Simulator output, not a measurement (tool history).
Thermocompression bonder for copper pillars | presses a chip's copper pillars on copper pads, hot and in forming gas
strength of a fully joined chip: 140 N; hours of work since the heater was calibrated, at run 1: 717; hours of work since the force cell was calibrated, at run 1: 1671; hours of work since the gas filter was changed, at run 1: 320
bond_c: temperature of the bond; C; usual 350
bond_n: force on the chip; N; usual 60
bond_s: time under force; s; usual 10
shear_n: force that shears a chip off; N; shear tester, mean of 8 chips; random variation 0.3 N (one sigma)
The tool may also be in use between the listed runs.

run	day	bond_c	bond_n	bond_s	hours of work since the heater was calibrated	hours of work since the force cell was calibrated	hours of work since the gas filter was changed	shear_n
1	0	350	60	10	717	1671	320	49.6
2	2.396	350	60	10	754	1707	357	49.1
# day 3.883: forming gas filter changed
3	4.138	350	60	10	780	1733	4	50.9
4	6.167	350	60	10	810	1764	35	50.7
5	7.929	350	60	10	837	1791	61	50.6
# day 8.75: force cell calibrated
6	10.408	350	60	10	874	25	98	49.8
7	11.75	350	60	10	894	45	118	50.2
# day 13.242: heater calibrated with a thermocouple chip
8	13.962	350	60	10	11	78	150	46
9	15.988	350	60	10	42	108	181	45.6
10	17.725	350	60	10	68	135	207	45.7
11	19.104	335	60	10	89	156	228	37.8
12	20.5	335	60	10	110	177	249	37.8
13	23.171	350	60	10	150	217	290	45.9
14	24.733	350	60	10	174	241	314	45.1
# day 25.621: force cell calibrated, once more
15	27.667	350	60	12	218	31	357	52.2
# day 29.283: forming gas filter changed
16	29.954	350	60	12	252	65	10	53.7
17	31.488	350	60	12	275	89	33	53.1
18	33.158	350	60	12	300	114	59	53.9
19	35.592	350	60	12	337	151	96	53.4
20	38.033	357	60	5	374	188	133	40.7
21	39.529	357	60	5	397	210	155	41
22	42.4	364	60	5	440	254	199	44.4
23	43.762	357	66	5	461	275	219	44.7
24	46.158	357	66	5	497	311	256	44.6
25	48.958	357	66	5	540	353	298	44.6
26	50.654	326	60	16	565	379	324	44.6
27	52.367	350	60	6	591	405	350	40.5
# day 54.379: forming gas filter changed
28	55.167	350	42	5	633	447	12	25.8
29	57.983	350	42	5	676	490	55	26.4
30	59.171	350	86	5	694	508	73	55
31	60.629	340	37	10	716	530	95	27
32	63.104	340	86	10	754	567	132	62.9
33	64.95	353	86	10	782	595	160	72.5
34	67.238	360	38	10	816	630	195	36.2
35	70.021	322	44	10	858	672	237	25.9

5 ways to go on from here, each from the tool as it stands after run 35. What would each give?
A	71.312	350	73	10	878	691	256	?
B	71.312	322	43	29	878	691	256	?
C	71.312	324	44	10	878	691	256	?
D	71.312	377	54	11	878	691	256	?
E	71.312	322	64	8	878	691	256	?

run	shear_n
A	60.4
B	39.8
C	26.7
D	62.9
E	34.3
Without the tool's hidden state the same runs would have given:
run	shear_n
A	59.1
B	38.3
C	25.6
D	61.9
E	33

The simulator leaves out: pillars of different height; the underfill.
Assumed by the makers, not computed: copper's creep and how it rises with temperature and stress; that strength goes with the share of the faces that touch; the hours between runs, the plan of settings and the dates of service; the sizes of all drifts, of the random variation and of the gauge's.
